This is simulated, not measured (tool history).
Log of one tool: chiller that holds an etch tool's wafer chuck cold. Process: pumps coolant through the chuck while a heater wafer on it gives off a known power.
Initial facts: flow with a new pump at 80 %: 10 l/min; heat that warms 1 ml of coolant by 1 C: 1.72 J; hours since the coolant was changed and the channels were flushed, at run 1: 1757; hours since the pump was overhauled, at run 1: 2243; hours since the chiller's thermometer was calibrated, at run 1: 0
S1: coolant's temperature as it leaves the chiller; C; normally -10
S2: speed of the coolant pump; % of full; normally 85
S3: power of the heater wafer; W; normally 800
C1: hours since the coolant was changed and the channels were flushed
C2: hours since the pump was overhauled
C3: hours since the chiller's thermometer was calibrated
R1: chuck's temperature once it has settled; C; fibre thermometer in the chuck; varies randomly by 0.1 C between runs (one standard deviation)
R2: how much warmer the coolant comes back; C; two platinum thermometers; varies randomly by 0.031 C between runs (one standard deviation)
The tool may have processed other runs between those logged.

run	hour	S1	S2	S3	C1	C2	C3	R1	R2
1	0.0	-10	85	800	1757	2243	0	-1.9	2.81
2	163.8	-1	85	800	1921	2407	164	7.2	2.86
3	237.8	-10	85	800	1995	2481	238	-1.9	2.94
4	403.4	-10	85	800	2160	2646	403	-1.6	2.87
5	577.7	-10	85	800	2335	2820	578	-1.5	2.97
6	653.6	-10	85	800	2411	2896	654	-1.4	2.96
7	754.1	-4	85	800	2511	2997	754	4.7	2.99
8	876.7	-4	85	800	2634	3119	877	4.8	3.01
9	1025.4	-4	97	800	2783	3268	1025	4.3	2.66
10	1110.0	-15	70	800	2867	3353	1110	-5.0	3.65
11	1280.0	-11	60	791	3037	3523	1280	0.0	4.32

What does the tool deliver on the next run?
12	1455.4	-11	72	1197	3213	3698	1455	?	?

Run 12 yielded R1 4.2 C, R2 5.41 C.
With the hidden condition absent and the run-to-run variation left alone, this run would have shown R1 0.7 C, R2 4.65 C.

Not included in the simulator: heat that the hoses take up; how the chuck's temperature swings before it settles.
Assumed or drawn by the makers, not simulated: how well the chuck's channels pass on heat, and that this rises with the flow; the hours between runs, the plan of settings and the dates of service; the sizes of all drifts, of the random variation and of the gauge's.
